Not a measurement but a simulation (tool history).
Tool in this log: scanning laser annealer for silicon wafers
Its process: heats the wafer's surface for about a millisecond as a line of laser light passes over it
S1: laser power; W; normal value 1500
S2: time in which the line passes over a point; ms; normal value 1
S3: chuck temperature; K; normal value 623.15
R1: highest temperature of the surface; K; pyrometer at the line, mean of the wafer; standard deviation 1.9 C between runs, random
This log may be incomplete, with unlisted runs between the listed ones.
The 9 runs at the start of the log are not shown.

| run | day | S1 | S2 | S3 | R1 |
|---|---|---|---|---|---|
| 10 | 3.879 | 1500 | 1 | 623.15 | 1388.15 |
| 11 | 4.2 | 1500 | 1 | 623.15 | 1389.15 |
| 12 | 4.533 | 1500 | 1 | 623.15 | 1388.15 |
| 13 | 4.975 | 1500 | 1.16 | 623.15 | 1454.15 |
| 14 | 5.496 | 1500 | 1.16 | 623.15 | 1454.15 |
| 15 | 6.054 | 1500 | 1.16 | 623.15 | 1455.15 |
| 16 | 6.571 | 1500 | 1.16 | 623.15 | 1455.15 |
| 17 | 7.196 | 1500 | 1 | 623.15 | 1385.15 |
| 18 | 7.588 | 1500 | 1 | 623.15 | 1389.15 |
| 19 | 8.054 | 1500 | 1 | 623.15 | 1390.15 |
| 20 | 8.375 | 1500 | 1 | 623.15 | 1388.15 |
| 21 | 8.975 | 1401 | 0.72 | 588.15 | 1178.15 |
|  | 9.171 | window over the wafer cleaned |
| 22 | 9.575 | 1326 | 0.79 | 588.15 | 1174.15 |
| 23 | 10.042 | 1500 | 0.93 | 590.15 | 1328.15 |
| 24 | 10.608 | 1543 | 1.19 | 622.15 | 1493.15 |
| 25 | 11.158 | 1543 | 1.19 | 622.15 | 1497.15 |
| 26 | 11.742 | 1416 | 1.19 | 622.15 | 1416.15 |
| 27 | 12.138 | 1347 | 0.9 | 621.15 | 1263.15 |
| 28 | 12.6 | 1476 | 0.9 | 621.15 | 1333.15 |
| 29 | 12.892 | 1476 | 0.9 | 621.15 | 1329.15 |
| 30 | 13.417 | 1405 | 1.15 | 604.15 | 1377.15 |
| 31 | 13.958 | 1405 | 1.15 | 604.15 | 1379.15 |
| 32 | 14.288 | 1341 | 1.15 | 589.15 | 1321.15 |

Run 33 is up next; what results do you expect?
| 33 | 14.579 | 1341 | 1.15 | 589.15 | ? |

{"run 33": {"R1": 1322.15}}
On a tool with no hidden condition, and with the same random variation, this run would have come out at R1 1322.15 K.

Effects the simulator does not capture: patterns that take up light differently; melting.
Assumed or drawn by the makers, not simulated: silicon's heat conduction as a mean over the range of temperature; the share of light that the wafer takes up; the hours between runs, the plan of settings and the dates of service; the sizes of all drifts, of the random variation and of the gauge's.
